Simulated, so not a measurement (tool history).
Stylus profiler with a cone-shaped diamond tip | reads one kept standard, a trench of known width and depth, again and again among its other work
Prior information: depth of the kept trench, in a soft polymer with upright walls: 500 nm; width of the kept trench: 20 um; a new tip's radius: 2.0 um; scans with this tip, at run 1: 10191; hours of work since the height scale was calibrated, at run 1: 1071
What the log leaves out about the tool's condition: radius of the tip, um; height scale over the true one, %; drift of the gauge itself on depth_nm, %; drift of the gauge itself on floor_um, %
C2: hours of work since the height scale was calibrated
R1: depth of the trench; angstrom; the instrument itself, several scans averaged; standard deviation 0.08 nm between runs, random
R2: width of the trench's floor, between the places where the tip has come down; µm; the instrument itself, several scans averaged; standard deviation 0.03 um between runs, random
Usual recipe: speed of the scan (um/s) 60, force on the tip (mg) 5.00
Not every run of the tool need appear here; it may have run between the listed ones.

Run 1, day 0.000: usual settings; scans with this tip 10191; C2 1071. Result: R1 5117.5 angstrom, R2 16.57 µm.
Run 2, day 2.129: usual settings; scans with this tip 10406; C2 1093. Result: R1 5118.9 angstrom, R2 16.52 µm.
Run 3, day 4.154: usual settings; scans with this tip 10610; C2 1115. Result: R1 5115.9 angstrom, R2 16.53 µm.
Run 4, day 5.796: usual settings; scans with this tip 10775; C2 1132. Result: R1 5118.0 angstrom, R2 16.53 µm.
Run 5, day 8.346: usual settings but speed of the scan (um/s) 175; scans with this tip 11031; C2 1159. Result: R1 5117.0 angstrom, R2 16.24 µm.
Run 6, day 10.025: usual settings; scans with this tip 11201; C2 1177. Result: R1 5115.6 angstrom, R2 16.46 µm.
Run 7, day 13.604: usual settings; scans with this tip 11561; C2 1214. Result: R1 5116.2 angstrom, R2 16.45 µm.
Run 8, day 16.171: usual settings; scans with this tip 11819; C2 1242. Result: R1 5116.6 angstrom, R2 16.46 µm.
Run 9, day 17.962: usual settings; scans with this tip 12000; C2 1261. Result: R1 5115.9 angstrom, R2 16.48 µm.
Run 10, day 19.950: usual settings; scans with this tip 12200; C2 1282. Result: R1 5117.1 angstrom, R2 16.42 µm.
Run 11, day 23.079: usual settings; scans with this tip 12515; C2 1315. Result: R1 5115.4 angstrom, R2 16.45 µm.
Run 12, day 24.800: usual settings but force on the tip (mg) 1.82; scans with this tip 12688; C2 1333. Result: R1 5051.1 angstrom, R2 16.33 µm.
Run 13, day 28.392: usual settings but force on the tip (mg) 1.82; scans with this tip 13050; C2 1371. Result: R1 5051.0 angstrom, R2 16.30 µm.
Run 14, day 30.608: usual settings but speed of the scan (um/s) 127; scans with this tip 13273; C2 1394. Result: R1 5116.1 angstrom, R2 16.16 µm.
Run 15, day 33.604: usual settings but speed of the scan (um/s) 127; scans with this tip 13575; C2 1426. Result: R1 5113.5 angstrom, R2 16.24 µm.

What will run 16 give?
At day 33.929: height scale calibrated on a step standard.
Run 16, day 36.408: usual settings but speed of the scan (um/s) 163, force on the tip (mg) 1.77; scans with this tip 13855; C2 26. Result: R1 ?, R2 ?.

{"run 16": {"R1": 5045.3, "R2": 15.85}}
Were there no unlogged condition in the tool, this run, its random variation unchanged, would have produced R1 5063.5 angstrom, R2 16.72 µm.
